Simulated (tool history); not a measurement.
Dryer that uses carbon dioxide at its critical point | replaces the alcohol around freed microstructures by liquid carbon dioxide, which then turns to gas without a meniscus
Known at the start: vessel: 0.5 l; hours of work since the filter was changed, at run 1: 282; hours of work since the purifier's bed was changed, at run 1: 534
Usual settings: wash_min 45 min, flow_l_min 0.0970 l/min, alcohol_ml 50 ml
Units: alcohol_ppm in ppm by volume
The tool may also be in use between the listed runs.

run,hour,wash_min,flow_l_min,alcohol_ml,hours of work since the filter was changed,hours of work since the purifier's bed was changed,alcohol_ppm
1,0.0,45,0.0970,50,282,534,427
2,23.3,45,0.0970,50,295,548,413
3,49.0,45,0.0970,50,310,563,424
4,98.1,45,0.0970,50,339,592,419
# hour 136.9: inlet filter changed
5,145.6,45,0.0970,50,5,619,364
6,173.7,45,0.0970,50,22,635,368
7,208.6,45,0.0970,50,42,656,374
8,248.3,45,0.0970,50,65,679,407
9,272.4,45,0.0970,50,79,693,398
10,304.9,43,0.0970,102,98,712,815
11,334.3,62,0.1513,81,115,729,161
12,367.1,62,0.1513,81,135,748,174
13,402.2,29,0.0815,87,155,769,7373
14,439.8,33,0.0822,50,177,791,2763
15,478.1,45,0.0705,51,200,813,1698
16,505.8,49,0.0705,51,216,830,1236
17,526.0,67,0.0631,50,228,841,599

Measured less the same run without the tool's hidden state. The same run-to-run variation is in both; the gauge's scatter may not be:
The hidden state here: flow that reaches the vessel past the clogged filter, %; alcohol in the recycled carbon dioxide, ppm; drift of the gauge itself on alcohol_ppm, %.
run,alcohol_ppm
1,+194
2,+199
3,+203
4,+215
5,+140
6,+148
7,+154
8,+174
9,+174
10,+231
11,+157
12,+162
13,+844
14,+482
15,+404
16,+362
17,+277
